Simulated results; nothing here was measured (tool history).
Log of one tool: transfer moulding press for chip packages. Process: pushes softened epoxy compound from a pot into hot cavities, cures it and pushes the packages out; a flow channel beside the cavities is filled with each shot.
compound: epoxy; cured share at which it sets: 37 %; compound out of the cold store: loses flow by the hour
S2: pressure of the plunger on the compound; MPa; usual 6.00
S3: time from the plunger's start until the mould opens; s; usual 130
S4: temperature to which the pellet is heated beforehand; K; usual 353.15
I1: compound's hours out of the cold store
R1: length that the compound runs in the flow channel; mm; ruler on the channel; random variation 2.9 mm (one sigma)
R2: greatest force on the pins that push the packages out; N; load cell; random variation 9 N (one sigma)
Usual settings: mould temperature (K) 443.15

{"run": 1, "day": 0.0, "mould temperature (K)": 443.15, "S2": 6.0, "S3": 130, "S4": 353.15, "I1": 46.9, "R1": 482, "R2": 426}
{"run": 2, "day": 0.179, "mould temperature (K)": 443.15, "S2": 6.0, "S3": 130, "S4": 353.15, "I1": 43.6, "R1": 487, "R2": 426}
{"run": 3, "day": 0.383, "mould temperature (K)": 443.15, "S2": 6.0, "S3": 130, "S4": 345.15, "I1": 48.0, "R1": 477, "R2": 448}
{"run": 4, "day": 0.779, "mould temperature (K)": 443.15, "S2": 6.0, "S3": 130, "S4": 353.15, "I1": 46.0, "R1": 479, "R2": 473}
{"run": 5, "day": 1.096, "mould temperature (K)": 443.15, "S2": 6.0, "S3": 130, "S4": 353.15, "I1": 40.9, "R1": 493, "R2": 518}
{"run": 6, "day": 1.321, "mould temperature (K)": 443.15, "S2": 6.0, "S3": 130, "S4": 353.15, "I1": 43.6, "R1": 482, "R2": 532}
{"run": 7, "day": 1.588, "mould temperature (K)": 443.15, "S2": 6.0, "S3": 130, "S4": 353.15, "I1": 26.3, "R1": 516, "R2": 540}
{"run": 8, "day": 2.004, "mould temperature (K)": 443.15, "S2": 6.0, "S3": 130, "S4": 353.15, "I1": 41.7, "R1": 489, "R2": 591}
{"run": 9, "day": 2.212, "mould temperature (K)": 443.15, "S2": 5.55, "S3": 130, "S4": 353.15, "I1": 47.6, "R1": 456, "R2": 580}
{"run": 10, "day": 2.567, "mould temperature (K)": 450.15, "S2": 5.55, "S3": 130, "S4": 361.15, "I1": 32.2, "R1": 467, "R2": 588}
{"run": 11, "day": 2.904, "mould temperature (K)": 449.15, "S2": 6.0, "S3": 126, "S4": 353.15, "I1": 13.8, "R1": 519, "R2": 590}
{"run": 12, "day": 3.233, "mould temperature (K)": 436.15, "S2": 5.23, "S3": 166, "S4": 353.15, "I1": 24.8, "R1": 490, "R2": 662}
{"run": 13, "day": 3.538, "mould temperature (K)": 445.15, "S2": 5.93, "S3": 130, "S4": 358.15, "I1": 45.9, "R1": 469, "R2": 624}
{"run": 14, "day": 3.708, "mould temperature (K)": 445.15, "S2": 5.93, "S3": 130, "S4": 358.15, "I1": 36.9, "R1": 485, "R2": 635}
{"day": 3.904, "done": "plunger's sealing rings changed"}
{"run": 15, "day": 4.167, "mould temperature (K)": 445.15, "S2": 5.93, "S3": 130, "S4": 358.15, "I1": 35.3, "R1": 525, "R2": 631}
{"run": 16, "day": 4.4, "mould temperature (K)": 445.15, "S2": 7.0, "S3": 128, "S4": 361.15, "I1": 27.8, "R1": 583, "R2": 684}
{"run": 17, "day": 4.767, "mould temperature (K)": 443.15, "S2": 6.0, "S3": 132, "S4": 353.15, "I1": 20.9, "R1": 561, "R2": 693}

3 ways to go on from here, each from the tool as it stands after run 17. What would each give?
{"day": 5.146, "done": "cavities cleaned with cleaning compound and waxed"}
{"run": "A", "day": 5.146, "mould temperature (K)": 443.15, "S2": 4.7, "S3": 132, "S4": 353.15, "I1": 39.1, "R1": "?", "R2": "?"}
{"day": 5.146, "done": "cavities cleaned with cleaning compound and waxed"}
{"run": "B", "day": 5.146, "mould temperature (K)": 443.15, "S2": 4.51, "S3": 147, "S4": 353.15, "I1": 14.7, "R1": "?", "R2": "?"}
{"day": 5.146, "done": "cavities cleaned with cleaning compound and waxed"}
{"run": "C", "day": 5.146, "mould temperature (K)": 443.15, "S2": 7.24, "S3": 130, "S4": 353.15, "I1": 24.4, "R1": "?", "R2": "?"}

run=A R1=468 R2=401
run=B R1=493 R2=387
run=C R1=609 R2=383
Without the tool's hidden state the same runs would have given:
run=A R1=471 R2=400
run=B R1=497 R2=384
run=C R1=614 R2=382

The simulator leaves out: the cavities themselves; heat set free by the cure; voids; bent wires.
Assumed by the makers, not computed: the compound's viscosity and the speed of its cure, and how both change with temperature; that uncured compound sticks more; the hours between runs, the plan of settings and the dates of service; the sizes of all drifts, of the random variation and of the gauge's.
